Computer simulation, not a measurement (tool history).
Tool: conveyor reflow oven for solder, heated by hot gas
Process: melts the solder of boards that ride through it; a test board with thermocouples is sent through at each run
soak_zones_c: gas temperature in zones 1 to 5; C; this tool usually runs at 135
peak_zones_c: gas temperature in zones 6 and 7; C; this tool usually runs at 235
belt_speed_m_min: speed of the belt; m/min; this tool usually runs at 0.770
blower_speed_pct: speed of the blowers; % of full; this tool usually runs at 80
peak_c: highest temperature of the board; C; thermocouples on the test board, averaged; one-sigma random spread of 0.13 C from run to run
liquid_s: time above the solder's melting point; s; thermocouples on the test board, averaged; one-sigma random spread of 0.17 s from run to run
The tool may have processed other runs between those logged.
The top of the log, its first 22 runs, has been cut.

run   hour  soak_zones_c  peak_zones_c  belt_speed_m_min  blower_speed_pct  peak_c  liquid_s
 23  359.0           130           235             0.810                80   217.9      31.9
 24  378.5           135           235             0.770                60   213.8      32.2
 25  400.6           135           225             0.770                85   212.7      32.8
 26  418.0           135           225             0.770                85   212.6      32.4
 27  438.1           135           225             0.770                85   212.8      32.1
 28  451.1           135           225             0.770                85   212.6      32.3
 29  469.3           135           225             0.770                85   212.7      32.6
 30  479.8           135           225             0.770                85   212.5      32.5
 31  496.8           135           235             0.738                61   216.0      35.0
 32  513.1           123           231             0.738                61   210.0      28.9

Alternative continuations, all from the tool just after run 32; predict every row:
  A  533.4           123           231             0.738                77       ?         ?
  B  533.4           123           242             0.872                61       ?         ?
  C  533.4           123           240             0.738                61       ?         ?

run  peak_c  liquid_s
  A   215.1      32.9
  B   211.5      24.8
  C   217.7      33.5
Had the tool no hidden state, the same runs would have come out as:
run  peak_c  liquid_s
  A   215.1      32.9
  B   211.9      24.9
  C   217.7      33.3
